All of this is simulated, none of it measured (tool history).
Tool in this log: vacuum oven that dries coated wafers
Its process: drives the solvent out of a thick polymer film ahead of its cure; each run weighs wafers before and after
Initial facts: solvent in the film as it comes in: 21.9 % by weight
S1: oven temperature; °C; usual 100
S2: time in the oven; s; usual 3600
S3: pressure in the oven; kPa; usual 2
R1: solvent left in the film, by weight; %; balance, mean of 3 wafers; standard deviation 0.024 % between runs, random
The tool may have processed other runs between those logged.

run   hour   S1    S2    S3    R1
  1      0  100  3600     2   1.6
  2   12.9  100  3600     2  1.58
  3   26.6  100  3600     2  1.55
  4     33  100  3600     2  1.62
  5   43.2  100  3600     2  1.56
  6   53.9  100  3600     2  1.57
  7   63.7  100  3600     2  1.59
  8   73.4  100  3600     2  1.56
  9   84.9  100  3660     2   1.5
 10   93.3  100  3660     2  1.52
 11  106.9  100  3600  1.42  1.42
     109.1  -- vacuum gauge cleaned of residue and calibrated
 12  121.5   97  3900  2.81  2.01
 13  129.3   97  3900  2.81  2.01
 14  142.3   97  3900  2.81  2.02
 15    150   97  3900  2.81  2.01
 16  156.3   97  2820  6.13  4.05
       162  -- vacuum gauge cleaned of residue and calibrated, once more
 17  168.6  112  2160  1.75  1.32
 18  180.6   96  1860  5.54  6.45
 19  191.1   96  1860  5.54   6.4
 20  200.3   88  3600  4.71  4.99
 21    209   88  6060  4.71  2.71

Alternative continuations, all from the tool just after run 21; predict every row:
  A  217.7  99  3600     2   ?
  B  217.7  88  1860  4.47   ?
  C  217.7  88  4740  4.71   ?
  D  217.7  88  2340  2.11   ?
  E  217.7  93  5460  1.17   ?

run    R1
  A  1.67
  B  8.68
  C  3.63
  D  6.82
  E  1.14
With the hidden condition removed and each run's random variation left untouched, the same runs would have given:
run    R1
  A  1.96
  B  9.21
  C  4.08
  D  7.35
  E  1.37
